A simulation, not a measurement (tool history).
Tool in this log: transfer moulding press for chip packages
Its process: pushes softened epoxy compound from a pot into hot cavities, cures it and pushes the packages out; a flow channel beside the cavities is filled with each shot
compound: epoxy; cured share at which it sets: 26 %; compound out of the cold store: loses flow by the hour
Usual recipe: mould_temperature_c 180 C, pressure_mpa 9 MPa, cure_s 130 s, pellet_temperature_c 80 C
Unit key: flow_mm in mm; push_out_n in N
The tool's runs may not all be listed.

| run | hour | mould_temperature_c | pressure_mpa | cure_s | pellet_temperature_c | incoming compound's hours out of the cold store | flow_mm | push_out_n |
|---|---|---|---|---|---|---|---|---|
| 1 | 0 | 180 | 9 | 130 | 80 | 9.9 | 937 | 397 |
|  | 19.6 | cavities cleaned with cleaning compound and waxed |
| 2 | 64.3 | 180 | 9 | 130 | 80 | 33.3 | 816 | 384 |
|  | 123.4 | cavities cleaned with cleaning compound and waxed |
| 3 | 156.5 | 180 | 9 | 130 | 80 | 40.2 | 781 | 376 |
|  | 226.5 | cavities cleaned with cleaning compound and waxed |
| 4 | 244.6 | 180 | 9 | 130 | 80 | 26.8 | 838 | 387 |
|  | 272.4 | mould's thermocouples calibrated |
| 5 | 315.1 | 180 | 9 | 130 | 80 | 20.1 | 874 | 391 |
|  | 328.8 | cavities cleaned with cleaning compound and waxed |
| 6 | 400.6 | 180 | 9 | 130 | 80 | 26 | 846 | 400 |
|  | 429 | cavities cleaned with cleaning compound and waxed |
| 7 | 462 | 180 | 9 | 130 | 80 | 37 | 798 | 369 |
| 8 | 512.9 | 180 | 9 | 130 | 80 | 30.7 | 821 | 373 |
|  | 528.2 | cavities cleaned with cleaning compound and waxed |
| 9 | 600.3 | 180 | 9 | 130 | 80 | 47.4 | 745 | 382 |
|  | 627.1 | cavities cleaned with cleaning compound and waxed |
| 10 | 659.2 | 180 | 9 | 130 | 80 | 28 | 835 | 376 |
|  | 670.6 | plunger's sealing rings changed |
|  | 729.6 | cavities cleaned with cleaning compound and waxed |
| 11 | 730.5 | 180 | 9 | 130 | 80 | 27.4 | 836 | 384 |
| 12 | 799.8 | 180 | 9 | 130 | 80 | 14.7 | 900 | 378 |
|  | 827.7 | cavities cleaned with cleaning compound and waxed |
| 13 | 893.6 | 180 | 9 | 130 | 80 | 46.4 | 751 | 365 |
|  | 930.5 | cavities cleaned with cleaning compound and waxed |
| 14 | 990.7 | 182 | 9 | 113 | 80 | 46.9 | 739 | 410 |
|  | 1036 | cavities cleaned with cleaning compound and waxed |
| 15 | 1064.7 | 182 | 9 | 113 | 80 | 17.2 | 889 | 421 |
| 16 | 1123.4 | 182 | 9 | 146 | 80 | 34 | 801 | 350 |
|  | 1136.6 | cavities cleaned with cleaning compound and waxed |
| 17 | 1187.2 | 180 | 9 | 147 | 76 | 47.1 | 743 | 346 |
|  | 1237.6 | cavities cleaned with cleaning compound and waxed |
| 18 | 1270.7 | 180 | 10 | 130 | 80 | 14.6 | 953 | 412 |
|  | 1336.8 | cavities cleaned with cleaning compound and waxed |
| 19 | 1351.8 | 184 | 8.61 | 150 | 89 | 11.7 | 895 | 353 |
|  | 1417.5 | plunger's sealing rings changed |
|  | 1439.2 | cavities cleaned with cleaning compound and waxed |
| 20 | 1443.1 | 184 | 8.61 | 150 | 89 | 36 | 766 | 341 |
| 21 | 1484.9 | 178 | 9.95 | 150 | 89 | 34.4 | 849 | 377 |
|  | 1538.4 | cavities cleaned with cleaning compound and waxed |
| 22 | 1538.4 | 180 | 9.25 | 130 | 76 | 12.9 | 923 | 389 |
| 23 | 1607.1 | 180 | 9 | 158 | 80 | 40.1 | 775 | 364 |
|  | 1639.3 | cavities cleaned with cleaning compound and waxed |
| 24 | 1688.8 | 174 | 10.23 | 124 | 81 | 34.2 | 878 | 527 |
|  | 1740.5 | cavities cleaned with cleaning compound and waxed |
| 25 | 1755.5 | 183 | 8.23 | 130 | 80 | 24.7 | 805 | 376 |
| 26 | 1836.5 | 183 | 8.23 | 130 | 80 | 16.2 | 842 | 356 |

What if the next run were any one of these 4? Each begins from the tool's condition after run 26:
|  | 1843.5 | cavities cleaned with cleaning compound and waxed |
| A | 1920.9 | 181 | 8.23 | 130 | 73 | 23.8 | ? | ? |
|  | 1843.5 | cavities cleaned with cleaning compound and waxed |
| B | 1920.9 | 183 | 8.23 | 157 | 80 | 11.7 | ? | ? |
|  | 1843.5 | cavities cleaned with cleaning compound and waxed |
| C | 1920.9 | 183 | 10.84 | 130 | 85 | 30.3 | ? | ? |
|  | 1843.5 | cavities cleaned with cleaning compound and waxed |
| D | 1920.9 | 183 | 8.23 | 130 | 77 | 37.7 | ? | ? |

| run | flow_mm | push_out_n |
|---|---|---|
| A | 812 | 390 |
| B | 860 | 359 |
| C | 887 | 370 |
| D | 747 | 363 |
With the hidden condition removed and each run's random variation left untouched, the same runs would have given:
| run | flow_mm | push_out_n |
|---|---|---|
| A | 812 | 386 |
| B | 860 | 356 |
| C | 887 | 366 |
| D | 747 | 359 |
